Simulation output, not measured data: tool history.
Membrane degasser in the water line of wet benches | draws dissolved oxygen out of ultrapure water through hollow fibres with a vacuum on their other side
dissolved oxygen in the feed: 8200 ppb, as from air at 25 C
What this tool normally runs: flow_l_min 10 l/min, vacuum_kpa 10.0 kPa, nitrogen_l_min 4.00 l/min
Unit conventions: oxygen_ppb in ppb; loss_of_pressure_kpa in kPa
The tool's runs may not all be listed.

run 1 hour=0.0 | flow_l_min=10 vacuum_kpa=10.0 nitrogen_l_min=4.00 | oxygen_ppb=82.8 loss_of_pressure_kpa=52.36
run 2 hour=40.4 | flow_l_min=10 vacuum_kpa=10.0 nitrogen_l_min=4.00 | oxygen_ppb=82.0 loss_of_pressure_kpa=51.98
run 3 hour=72.5 | flow_l_min=10 vacuum_kpa=10.0 nitrogen_l_min=4.00 | oxygen_ppb=83.6 loss_of_pressure_kpa=52.12
run 4 hour=99.1 | flow_l_min=10 vacuum_kpa=10.0 nitrogen_l_min=4.00 | oxygen_ppb=82.0 loss_of_pressure_kpa=52.28
run 5 hour=145.3 | flow_l_min=10 vacuum_kpa=10.0 nitrogen_l_min=4.00 | oxygen_ppb=82.8 loss_of_pressure_kpa=52.13
run 6 hour=186.7 | flow_l_min=10 vacuum_kpa=10.0 nitrogen_l_min=7.86 | oxygen_ppb=60.6 loss_of_pressure_kpa=51.81
run 7 hour=213.7 | flow_l_min=10 vacuum_kpa=10.0 nitrogen_l_min=4.00 | oxygen_ppb=84.0 loss_of_pressure_kpa=51.98
run 8 hour=253.4 | flow_l_min=10 vacuum_kpa=9.7 nitrogen_l_min=4.00 | oxygen_ppb=81.0 loss_of_pressure_kpa=52.18
run 9 hour=291.8 | flow_l_min=10 vacuum_kpa=9.7 nitrogen_l_min=4.00 | oxygen_ppb=80.8 loss_of_pressure_kpa=52.29
run 10 hour=345.8 | flow_l_min=10 vacuum_kpa=9.7 nitrogen_l_min=4.00 | oxygen_ppb=80.2 loss_of_pressure_kpa=52.08
run 11 hour=387.7 | flow_l_min=10 vacuum_kpa=9.7 nitrogen_l_min=4.00 | oxygen_ppb=81.6 loss_of_pressure_kpa=51.64
run 12 hour=419.6 | flow_l_min=10 vacuum_kpa=9.7 nitrogen_l_min=4.00 | oxygen_ppb=80.5 loss_of_pressure_kpa=51.95
run 13 hour=456.9 | flow_l_min=10 vacuum_kpa=9.7 nitrogen_l_min=4.00 | oxygen_ppb=81.6 loss_of_pressure_kpa=51.81
run 14 hour=481.5 | flow_l_min=10 vacuum_kpa=9.7 nitrogen_l_min=4.00 | oxygen_ppb=79.0 loss_of_pressure_kpa=52.09
run 15 hour=513.7 | flow_l_min=10 vacuum_kpa=10.0 nitrogen_l_min=4.00 | oxygen_ppb=81.7 loss_of_pressure_kpa=51.88
run 16 hour=544.4 | flow_l_min=10 vacuum_kpa=10.0 nitrogen_l_min=3.71 | oxygen_ppb=86.1 loss_of_pressure_kpa=51.91
run 17 hour=569.2 | flow_l_min=10 vacuum_kpa=10.0 nitrogen_l_min=3.71 | oxygen_ppb=85.2 loss_of_pressure_kpa=51.97
run 18 hour=594.9 | flow_l_min=7 vacuum_kpa=10.0 nitrogen_l_min=7.67 | oxygen_ppb=21.4 loss_of_pressure_kpa=36.47
run 19 hour=627.0 | flow_l_min=10 vacuum_kpa=21.2 nitrogen_l_min=4.00 | oxygen_ppb=148.3 loss_of_pressure_kpa=51.68
run 20 hour=672.8 | flow_l_min=12 vacuum_kpa=19.3 nitrogen_l_min=4.00 | oxygen_ppb=201.7 loss_of_pressure_kpa=61.84
run 21 hour=720.0 | flow_l_min=10 vacuum_kpa=17.9 nitrogen_l_min=4.56 | oxygen_ppb=118.0 loss_of_pressure_kpa=51.88
run 22 hour=753.1 | flow_l_min=10 vacuum_kpa=10.0 nitrogen_l_min=4.00 | oxygen_ppb=83.2 loss_of_pressure_kpa=51.96
run 23 hour=801.2 | flow_l_min=8 vacuum_kpa=10.0 nitrogen_l_min=4.00 | oxygen_ppb=46.7 loss_of_pressure_kpa=41.47
run 24 hour=837.0 | flow_l_min=8 vacuum_kpa=10.0 nitrogen_l_min=4.00 | oxygen_ppb=46.8 loss_of_pressure_kpa=41.19
run 25 hour=863.4 | flow_l_min=13 vacuum_kpa=20.0 nitrogen_l_min=7.54 | oxygen_ppb=185.2 loss_of_pressure_kpa=67.43
run 26 hour=899.0 | flow_l_min=10 vacuum_kpa=11.2 nitrogen_l_min=4.18 | oxygen_ppb=87.1 loss_of_pressure_kpa=51.98
run 27 hour=935.5 | flow_l_min=10 vacuum_kpa=11.9 nitrogen_l_min=4.07 | oxygen_ppb=92.0 loss_of_pressure_kpa=51.70

Predict the results of run 28:
run 28 hour=981.1 | flow_l_min=10 vacuum_kpa=11.9 nitrogen_l_min=4.07 | oxygen_ppb=? loss_of_pressure_kpa=?

{"run 28": {"oxygen_ppb": 93.0, "loss_of_pressure_kpa": 51.57}}
Take away the tool's hidden state, keep the run-to-run variation as it was, and the same run would have given oxygen_ppb 92.9 ppb, loss_of_pressure_kpa 52.27 kPa.

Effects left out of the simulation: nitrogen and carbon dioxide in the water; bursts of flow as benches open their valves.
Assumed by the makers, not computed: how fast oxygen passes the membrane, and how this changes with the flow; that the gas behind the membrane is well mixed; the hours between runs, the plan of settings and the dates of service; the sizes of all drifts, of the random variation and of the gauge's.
